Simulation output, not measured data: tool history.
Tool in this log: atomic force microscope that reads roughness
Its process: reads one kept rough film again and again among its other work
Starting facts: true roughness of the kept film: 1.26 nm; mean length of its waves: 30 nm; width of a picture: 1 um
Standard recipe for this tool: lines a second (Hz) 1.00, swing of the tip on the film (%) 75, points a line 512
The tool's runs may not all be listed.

run   hour  lines a second (Hz)  swing of the tip on the film (%)  points a line  roughness of the kept film (nm (root mean square))
  1    0.0                 1.00                                75            512                                               1.146
  2   10.1                 1.00                                75            512                                               1.138
  3   19.1                 1.00                                75           1004                                               1.152
  4   30.5                 1.00                                75           1004                                               1.143
  5   39.2                 1.00                                75           1004                                               1.132
  6   51.5                 1.00                                75            512                                               1.136
  7   59.6                 1.00                                75            512                                               1.124
      65.9  -- new tip fitted
  8   66.7                 1.00                                75            512                                               1.181
      68.6  -- height scale calibrated on a step standard
  9   80.9                 1.00                                70            512                                               1.175
 10   88.3                 1.00                                70            512                                               1.185
 11  101.1                 1.19                                69            259                                               1.153
 12  114.7                 0.94                                64            324                                               1.174
 13  125.8                 0.94                                64            324                                               1.173
 14  133.2                 1.00                                75            434                                               1.151
 15  139.2                 0.56                                69            381                                               1.177
 16  147.2                 0.56                                69            381                                               1.170
     152.9  -- height scale calibrated on a step standard, once more
 17  154.8                 3.99                                73            336                                               1.033

5 options for the next run, each taken on its own from the tool as it stands now. Forecast them:
  A  167.3                 3.99                                55            336                                                   ?
  B  167.3                 3.99                                57            336                                                   ?
  C  167.3                 1.05                                81            854                                                   ?
  D  167.3                 3.99                                84            336                                                   ?
  E  167.3                 3.83                                88            942                                                   ?

run  roughness of the kept film (nm (root mean square))
  A                                               1.138
  B                                               1.128
  C                                               1.133
  D                                               0.954
  E                                               0.929
Stripped of hidden state, with their random variation kept, the same runs would have yielded:
run  roughness of the kept film (nm (root mean square))
  A                                               1.164
  B                                               1.153
  C                                               1.158
  D                                               0.975
  E                                               0.950

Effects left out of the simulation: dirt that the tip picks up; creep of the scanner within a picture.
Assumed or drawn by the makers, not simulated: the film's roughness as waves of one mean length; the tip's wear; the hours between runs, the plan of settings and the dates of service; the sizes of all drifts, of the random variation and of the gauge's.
